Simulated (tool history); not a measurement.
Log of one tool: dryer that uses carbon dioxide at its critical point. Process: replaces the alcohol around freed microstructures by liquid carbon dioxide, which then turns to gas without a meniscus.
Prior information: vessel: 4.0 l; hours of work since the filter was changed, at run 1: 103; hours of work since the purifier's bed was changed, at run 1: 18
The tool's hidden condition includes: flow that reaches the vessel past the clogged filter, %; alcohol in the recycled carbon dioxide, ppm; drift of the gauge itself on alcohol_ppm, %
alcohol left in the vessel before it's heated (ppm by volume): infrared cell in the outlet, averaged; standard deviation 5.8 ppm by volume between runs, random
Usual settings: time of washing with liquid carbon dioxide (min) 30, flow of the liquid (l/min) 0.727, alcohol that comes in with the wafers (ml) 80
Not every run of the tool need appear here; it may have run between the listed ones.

run	hour	time of washing with liquid carbon dioxide (min)	flow of the liquid (l/min)	alcohol that comes in with the wafers (ml)	hours of work since the filter was changed	hours of work since the purifier's bed was changed	alcohol left in the vessel before it's heated (ppm by volume)
1	0	30	0.727	80	103	18	233
2	11.5	30	0.727	80	112	27	227
3	20.1	30	0.727	80	119	34	237
4	31.3	30	0.727	80	128	42	257
5	44.5	30	0.727	22	138	53	78
6	58.1	30	0.727	22	148	63	78
7	71.1	30	0.727	22	158	73	89
8	77.5	21	1.172	26	163	78	60
9	89	21	1.172	26	172	87	54
10	97.2	30	0.727	26	178	93	101
11	106.9	30	0.727	26	186	101	109
12	114.7	30	0.727	26	192	107	109
13	123.1	36	0.727	109	198	113	176

For some of the steps in alcohol left in the vessel before it's heated (ppm by volume) from one run to the next: how much would appear even if the tool had no hidden state, given the settings, what came in and random variation, and how much remains for the hidden state plus any gauge scatter that the measured result and the result without hidden state don't share?
Run 4 -> 5: alcohol that comes in with the wafers (ml) 80 -> 22. alcohol left in the vessel before it's heated (ppm by volume) -179: hidden state -29, all else -150.

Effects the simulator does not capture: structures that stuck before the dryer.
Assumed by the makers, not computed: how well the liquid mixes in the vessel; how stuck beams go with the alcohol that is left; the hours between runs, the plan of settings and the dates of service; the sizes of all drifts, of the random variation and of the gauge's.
